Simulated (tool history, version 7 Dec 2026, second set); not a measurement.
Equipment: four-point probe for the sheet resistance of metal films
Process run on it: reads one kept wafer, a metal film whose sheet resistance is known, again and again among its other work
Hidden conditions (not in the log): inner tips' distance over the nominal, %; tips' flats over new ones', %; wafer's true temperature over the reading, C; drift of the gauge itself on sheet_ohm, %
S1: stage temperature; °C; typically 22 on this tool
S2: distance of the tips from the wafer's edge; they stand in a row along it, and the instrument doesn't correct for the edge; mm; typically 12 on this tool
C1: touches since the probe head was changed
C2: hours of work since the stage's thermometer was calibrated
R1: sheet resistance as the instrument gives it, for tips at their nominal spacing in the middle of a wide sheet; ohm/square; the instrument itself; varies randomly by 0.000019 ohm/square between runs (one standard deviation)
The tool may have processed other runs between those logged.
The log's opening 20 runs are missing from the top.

run    hour  S1  S2      C1   C2        R1
 21   939.9  20   4  128304  149  0.093333
 22   982.0  21   4  130729  180  0.093255
 23  1041.9  20  53  134177  224  0.092053
 24  1071.0  27   5  135851  245  0.092486
 25  1120.1  26   7  138678  281  0.092151
 26  1149.3  30   4  140361  302  0.092763
 27  1190.5  30   4  142734  333  0.092725
 28  1248.4  33  13  146067  375  0.091452
 29  1300.7  33  13  149080  413  0.091417
 30  1329.6  22  15  150741  434  0.091926
 31  1368.3  23  29  152972  463  0.091810
 32  1432.5  24   8  156668  509  0.092009
 33  1463.9  31   3  158479  532  0.093504
 34  1497.9  27  64  160436  557  0.091531
 35  1552.0  21  20  163551  597  0.091830
 36  1587.0  31  16  165563  622  0.091386
 37  1618.9  34   5  167400  646  0.091940
 38  1672.0  22   4  170458  685  0.092957
 39  1721.1  24  33  173290  721  0.091609

Here are 5 independent what-if runs from the current tool condition. What would each one return?
  A  1766.5  27  46  175904  754   ?
  B  1766.5  24  24  175904  754   ?
  C  1766.5  22  12  175904  754   ?
  D  1766.5  27  33  175904  754   ?
  E  1766.5  26  31  175904  754   ?

run        R1
  A  0.091409
  B  0.091597
  C  0.091819
  D  0.091436
  E  0.091501
Take away the tool's hidden state, keep each run's random variation, and the runs would have read:
run        R1
  A  0.092591
  B  0.092780
  C  0.093005
  D  0.092618
  E  0.092684
